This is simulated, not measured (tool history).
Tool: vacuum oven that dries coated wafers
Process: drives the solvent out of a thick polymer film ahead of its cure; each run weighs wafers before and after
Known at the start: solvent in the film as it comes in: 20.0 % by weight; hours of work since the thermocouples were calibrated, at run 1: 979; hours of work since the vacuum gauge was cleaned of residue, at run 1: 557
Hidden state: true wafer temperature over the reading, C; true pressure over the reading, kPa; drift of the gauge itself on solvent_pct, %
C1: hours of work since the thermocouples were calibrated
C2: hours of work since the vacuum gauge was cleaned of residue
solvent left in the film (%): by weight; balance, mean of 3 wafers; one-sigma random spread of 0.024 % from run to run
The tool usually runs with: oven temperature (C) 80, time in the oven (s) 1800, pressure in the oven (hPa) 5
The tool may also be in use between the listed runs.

Run 1, hour 0: usual settings; C1 979; C2 557. Result: solvent left in the film (%) 2.43.
Run 2, hour 16.7: usual settings; C1 992; C2 570. Result: solvent left in the film (%) 2.37.
Run 3, hour 33.4: usual settings; C1 1006; C2 584. Result: solvent left in the film (%) 2.4.
Run 4, hour 46.2: usual settings but pressure in the oven (hPa) 8.09; C1 1016; C2 594. Result: solvent left in the film (%) 2.52.
Run 5, hour 59.3: usual settings but pressure in the oven (hPa) 8.09; C1 1027; C2 604. Result: solvent left in the film (%) 2.58.
Run 6, hour 71.5: usual settings but oven temperature (C) 84; C1 1036; C2 614. Result: solvent left in the film (%) 1.51.
Run 7, hour 88.1: usual settings but oven temperature (C) 84; C1 1050; C2 627. Result: solvent left in the film (%) 1.55.
Run 8, hour 104.4: usual settings but oven temperature (C) 84; C1 1063; C2 640. Result: solvent left in the film (%) 1.57.
Run 9, hour 118.1: usual settings but oven temperature (C) 84; C1 1074; C2 652. Result: solvent left in the film (%) 1.55.
Run 10, hour 126.9: usual settings but oven temperature (C) 84; C1 1081; C2 658. Result: solvent left in the film (%) 1.53.
Run 11, hour 134.7: usual settings but oven temperature (C) 84; C1 1087; C2 665. Result: solvent left in the film (%) 1.54.
Run 12, hour 145.1: usual settings but pressure in the oven (hPa) 9.59; C1 1095; C2 673. Result: solvent left in the film (%) 2.59.
Run 13, hour 160.4: usual settings but pressure in the oven (hPa) 9.59; C1 1107; C2 685. Result: solvent left in the film (%) 2.56.
Run 14, hour 170.5: usual settings; C1 1115; C2 693. Result: solvent left in the film (%) 2.34.
Run 15, hour 183.2: usual settings; C1 1126; C2 704. Result: solvent left in the film (%) 2.37.
Run 16, hour 193.9: usual settings; C1 1134; C2 712. Result: solvent left in the film (%) 2.34.
Run 17, hour 205.5: usual settings but oven temperature (C) 73, time in the oven (s) 2520, pressure in the oven (hPa) 3.05; C1 1143; C2 721. Result: solvent left in the film (%) 2.52.
At hour 215.4: oven's thermocouples calibrated.
Run 18, hour 222.6: usual settings but oven temperature (C) 90, time in the oven (s) 2520, pressure in the oven (hPa) 13.7; C1 6; C2 733. Result: solvent left in the film (%) 0.76.
Run 19, hour 239.1: usual settings but oven temperature (C) 90, time in the oven (s) 2520, pressure in the oven (hPa) 13.7; C1 19; C2 747. Result: solvent left in the film (%) 0.78.
Run 20, hour 246.7: usual settings but oven temperature (C) 85, pressure in the oven (hPa) 3.65; C1 25; C2 753. Result: solvent left in the film (%) 1.72.
Run 21, hour 265.3: usual settings but time in the oven (s) 1020; C1 40; C2 768. Result: solvent left in the film (%) 6.08.
Run 22, hour 277: usual settings but time in the oven (s) 1320, pressure in the oven (hPa) 15.31; C1 49; C2 777. Result: solvent left in the film (%) 4.97.
Run 23, hour 285.6: usual settings but time in the oven (s) 1560, pressure in the oven (hPa) 12.64; C1 56; C2 784. Result: solvent left in the film (%) 3.92.
Run 24, hour 296.7: usual settings but time in the oven (s) 1560, pressure in the oven (hPa) 12.64; C1 65; C2 793. Result: solvent left in the film (%) 3.94.
Run 25, hour 315.4: usual settings but time in the oven (s) 1560, pressure in the oven (hPa) 12.64; C1 80; C2 808. Result: solvent left in the film (%) 3.98.
Run 26, hour 333.6: usual settings but time in the oven (s) 1560, pressure in the oven (hPa) 8.87; C1 94; C2 822. Result: solvent left in the film (%) 3.84.
Run 27, hour 347.2: usual settings but time in the oven (s) 1560, pressure in the oven (hPa) 8.87; C1 105; C2 833. Result: solvent left in the film (%) 3.75.
Run 28, hour 357.2: usual settings but oven temperature (C) 79, time in the oven (s) 1560, pressure in the oven (hPa) 14.11; C1 113; C2 841. Result: solvent left in the film (%) 4.34.

Below, each run's measurement less what the same run would have read without the hidden state. Both values contain the same run-to-run variation, but the gauge's scatter may not be the same in both:
run  solvent left in the film (%)
  1                         -0.45
  2                         -0.46
  3                         -0.46
  4                         -0.47
  5                         -0.47
  6                         -0.35
  7                         -0.36
  8                         -0.36
  9                         -0.36
 10                         -0.37
 11                         -0.36
 12                          -0.5
 13                          -0.5
 14                          -0.5
 15                          -0.5
 16                         -0.49
 17                         -0.53
 18                         +0.06
 19                         +0.06
 20                         +0.07
 21                         +0.06
 22                         +0.06
 23                         +0.06
 24                         +0.06
 25                         +0.05
 26                         +0.05
 27                         +0.04
 28                         +0.04

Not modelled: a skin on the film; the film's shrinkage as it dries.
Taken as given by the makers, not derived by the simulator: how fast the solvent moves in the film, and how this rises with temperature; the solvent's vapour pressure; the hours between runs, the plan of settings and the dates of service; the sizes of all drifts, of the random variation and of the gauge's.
